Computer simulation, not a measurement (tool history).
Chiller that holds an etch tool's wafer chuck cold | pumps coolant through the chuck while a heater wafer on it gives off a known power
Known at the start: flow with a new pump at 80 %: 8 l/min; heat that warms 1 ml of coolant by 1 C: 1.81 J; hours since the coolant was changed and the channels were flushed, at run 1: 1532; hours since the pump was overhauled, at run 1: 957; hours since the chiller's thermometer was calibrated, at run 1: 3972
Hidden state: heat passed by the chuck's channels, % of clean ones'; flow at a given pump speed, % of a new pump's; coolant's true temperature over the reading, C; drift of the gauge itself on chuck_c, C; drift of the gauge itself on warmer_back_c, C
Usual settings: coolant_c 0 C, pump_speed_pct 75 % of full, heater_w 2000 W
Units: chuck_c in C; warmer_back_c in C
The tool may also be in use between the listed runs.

| run | hour | coolant_c | pump_speed_pct | heater_w | hours since the coolant was changed and the channels were flushed | hours since the pump was overhauled | hours since the chiller's thermometer was calibrated | chuck_c | warmer_back_c |
|---|---|---|---|---|---|---|---|---|---|
| 1 | 0.0 | 0 | 75 | 2000 | 1532 | 957 | 3972 | 22.2 | 9.02 |
| 2 | 28.1 | 0 | 75 | 2000 | 1560 | 985 | 4000 | 22.3 | 9.01 |
| 3 | 56.0 | 0 | 75 | 2000 | 1588 | 1013 | 4028 | 22.4 | 9.07 |
| 4 | 77.7 | 0 | 75 | 2000 | 1610 | 1034 | 4050 | 22.4 | 9.10 |
| 5 | 116.1 | 0 | 75 | 2000 | 1648 | 1073 | 4088 | 22.6 | 9.10 |
| 6 | 134.6 | 0 | 75 | 2000 | 1667 | 1091 | 4107 | 22.4 | 9.08 |
| 7 | 172.0 | 0 | 75 | 1476 | 1704 | 1129 | 4144 | 16.4 | 6.68 |
| 8 | 193.0 | 0 | 75 | 2000 | 1725 | 1150 | 4165 | 22.3 | 9.13 |
| 9 | 226.1 | 0 | 75 | 2000 | 1758 | 1183 | 4198 | 22.7 | 9.07 |
| 10 | 248.9 | 0 | 75 | 2000 | 1781 | 1206 | 4221 | 22.4 | 9.09 |
| 11 | 284.6 | 0 | 90 | 2000 | 1817 | 1241 | 4257 | 20.2 | 7.69 |
| 12 | 302.9 | 0 | 90 | 2000 | 1835 | 1260 | 4275 | 20.2 | 7.62 |
| 13 | 335.6 | 0 | 75 | 2000 | 1868 | 1292 | 4308 | 22.7 | 9.14 |
| 14 | 360.4 | 0 | 75 | 2000 | 1893 | 1317 | 4333 | 22.6 | 9.06 |
| 15 | 388.6 | 7 | 75 | 2000 | 1921 | 1345 | 4361 | 29.4 | 9.12 |
| 16 | 417.7 | 7 | 75 | 2000 | 1950 | 1374 | 4390 | 29.6 | 9.14 |
| 17 | 446.1 | 0 | 75 | 2219 | 1978 | 1403 | 4418 | 25.2 | 10.11 |
| 18 | 465.9 | 0 | 75 | 2851 | 1998 | 1423 | 4438 | 32.3 | 13.02 |
| 19 | 494.0 | 0 | 75 | 2851 | 2026 | 1451 | 4466 | 32.4 | 13.01 |
| 20 | 537.3 | 0 | 75 | 2851 | 2070 | 1494 | 4510 | 32.5 | 13.10 |
| 21 | 581.1 | 7 | 75 | 1958 | 2113 | 1538 | 4553 | 29.3 | 8.93 |
| 22 | 605.1 | 7 | 75 | 1958 | 2137 | 1562 | 4577 | 29.3 | 9.01 |
| 23 | 641.5 | 7 | 75 | 1958 | 2174 | 1598 | 4614 | 29.2 | 8.99 |
| 24 | 677.7 | -6 | 63 | 1958 | 2210 | 1634 | 4650 | 18.8 | 10.65 |
| 25 | 696.1 | -6 | 78 | 1062 | 2228 | 1653 | 4668 | 5.7 | 4.74 |
| 26 | 727.2 | 0 | 75 | 1584 | 2260 | 1684 | 4700 | 18.1 | 7.23 |
| 27 | 763.6 | 0 | 75 | 1584 | 2296 | 1720 | 4736 | 18.1 | 7.23 |
| 28 | 782.1 | -8 | 75 | 2000 | 2314 | 1739 | 4754 | 15.0 | 9.22 |
|  | 803.4 | chiller's thermometer calibrated |
| 29 | 803.4 | -7 | 74 | 2286 | 2335 | 1759 | 0 | 19.6 | 10.68 |
| 30 | 827.6 | 8 | 88 | 1127 | 2359 | 1783 | 24 | 19.8 | 4.38 |
| 31 | 847.7 | 0 | 75 | 2153 | 2379 | 1803 | 44 | 24.8 | 9.88 |

Forecast each of these 5 alternatives for the next run:
| A | 874.4 | -7 | 75 | 2153 | 2406 | 1830 | 71 | ? | ? |
| B | 874.4 | -4 | 65 | 1568 | 2406 | 1830 | 71 | ? | ? |
| C | 874.4 | 0 | 75 | 1257 | 2406 | 1830 | 71 | ? | ? |
| D | 874.4 | 5 | 81 | 2974 | 2406 | 1830 | 71 | ? | ? |
| E | 874.4 | 8 | 73 | 2153 | 2406 | 1830 | 71 | ? | ? |

| run | chuck_c | warmer_back_c |
|---|---|---|
| A | 17.8 | 9.95 |
| B | 15.8 | 8.28 |
| C | 14.5 | 5.77 |
| D | 37.8 | 12.75 |
| E | 33.3 | 10.18 |
Without the tool's hidden state the same runs would have given:
| run | chuck_c | warmer_back_c |
|---|---|---|
| A | 16.3 | 9.52 |
| B | 14.6 | 7.92 |
| C | 13.6 | 5.52 |
| D | 35.9 | 12.19 |
| E | 31.8 | 9.73 |
